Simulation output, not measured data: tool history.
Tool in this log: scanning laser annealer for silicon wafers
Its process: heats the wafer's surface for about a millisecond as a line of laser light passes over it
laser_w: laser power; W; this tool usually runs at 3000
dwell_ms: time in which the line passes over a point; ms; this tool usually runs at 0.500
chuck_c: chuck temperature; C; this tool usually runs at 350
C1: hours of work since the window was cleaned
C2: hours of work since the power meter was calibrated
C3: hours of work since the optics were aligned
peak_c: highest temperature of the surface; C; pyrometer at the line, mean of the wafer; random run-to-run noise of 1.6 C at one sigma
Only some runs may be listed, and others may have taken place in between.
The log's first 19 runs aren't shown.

run 20 hour=147.9 | laser_w=3000 dwell_ms=0.500 chuck_c=350 | C1=243 C2=147 C3=746 | peak_c=1086
run 21 hour=158.9 | laser_w=2648 dwell_ms=0.500 chuck_c=350 | C1=251 C2=155 C3=754 | peak_c=995
run 22 hour=167.4 | laser_w=2648 dwell_ms=0.500 chuck_c=350 | C1=258 C2=162 C3=761 | peak_c=992
run 23 hour=177.8 | laser_w=2648 dwell_ms=0.500 chuck_c=350 | C1=265 C2=170 C3=769 | peak_c=996
run 24 hour=183.8 | laser_w=2648 dwell_ms=0.592 chuck_c=357 | C1=270 C2=174 C3=773 | peak_c=1063
run 25 hour=193.0 | laser_w=2648 dwell_ms=0.592 chuck_c=357 | C1=277 C2=181 C3=780 | peak_c=1065
run 26 hour=204.6 | laser_w=2900 dwell_ms=0.468 chuck_c=383 | C1=286 C2=190 C3=789 | peak_c=1064
run 27 hour=211.1 | laser_w=2687 dwell_ms=0.500 chuck_c=344 | C1=291 C2=195 C3=794 | peak_c=998
run 28 hour=216.3 | laser_w=2687 dwell_ms=0.500 chuck_c=361 | C1=295 C2=199 C3=798 | peak_c=1014
run 29 hour=222.7 | laser_w=2770 dwell_ms=0.506 chuck_c=358 | C1=300 C2=204 C3=803 | peak_c=1035
run 30 hour=229.8 | laser_w=2685 dwell_ms=0.402 chuck_c=334 | C1=305 C2=209 C3=808 | peak_c=913
run 31 hour=239.9 | laser_w=2685 dwell_ms=0.402 chuck_c=334 | C1=313 C2=217 C3=816 | peak_c=914
run 32 hour=246.4 | laser_w=3257 dwell_ms=0.529 chuck_c=334 | C1=318 C2=222 C3=821 | peak_c=1155
run 33 hour=252.9 | laser_w=2919 dwell_ms=0.357 chuck_c=350 | C1=323 C2=227 C3=826 | peak_c=940
run 34 hour=258.6 | laser_w=2919 dwell_ms=0.357 chuck_c=350 | C1=327 C2=231 C3=830 | peak_c=936
run 35 hour=267.3 | laser_w=2919 dwell_ms=0.357 chuck_c=350 | C1=334 C2=238 C3=837 | peak_c=937
run 36 hour=274.0 | laser_w=2661 dwell_ms=0.591 chuck_c=350 | C1=339 C2=243 C3=842 | peak_c=1059
run 37 hour=283.2 | laser_w=2940 dwell_ms=0.561 chuck_c=314 | C1=346 C2=250 C3=849 | peak_c=1074
run 38 hour=291.2 | laser_w=2977 dwell_ms=0.473 chuck_c=350 | C1=352 C2=256 C3=855 | peak_c=1051
run 39 hour=296.0 | laser_w=2977 dwell_ms=0.473 chuck_c=350 | C1=355 C2=260 C3=859 | peak_c=1047
run 40 hour=304.1 | laser_w=3000 dwell_ms=0.501 chuck_c=350 | C1=362 C2=266 C3=865 | peak_c=1078
run 41 hour=314.7 | laser_w=3025 dwell_ms=0.471 chuck_c=328 | C1=370 C2=274 C3=873 | peak_c=1036

Predict each of these 3 candidate next runs independently; none follows another, all start after run 41:
run A hour=319.5 | laser_w=3000 dwell_ms=0.477 chuck_c=385 | C1=373 C2=277 C3=877 | peak_c=?
run B hour=319.5 | laser_w=3093 dwell_ms=0.378 chuck_c=320 | C1=373 C2=277 C3=877 | peak_c=?
run C hour=319.5 | laser_w=3113 dwell_ms=0.462 chuck_c=375 | C1=373 C2=277 C3=877 | peak_c=?

run=A peak_c=1094
run=B peak_c=964
run=C peak_c=1097
With the hidden condition removed and each run's random variation left untouched, the same runs would have given:
run=A peak_c=1119
run=B peak_c=986
run=C peak_c=1122

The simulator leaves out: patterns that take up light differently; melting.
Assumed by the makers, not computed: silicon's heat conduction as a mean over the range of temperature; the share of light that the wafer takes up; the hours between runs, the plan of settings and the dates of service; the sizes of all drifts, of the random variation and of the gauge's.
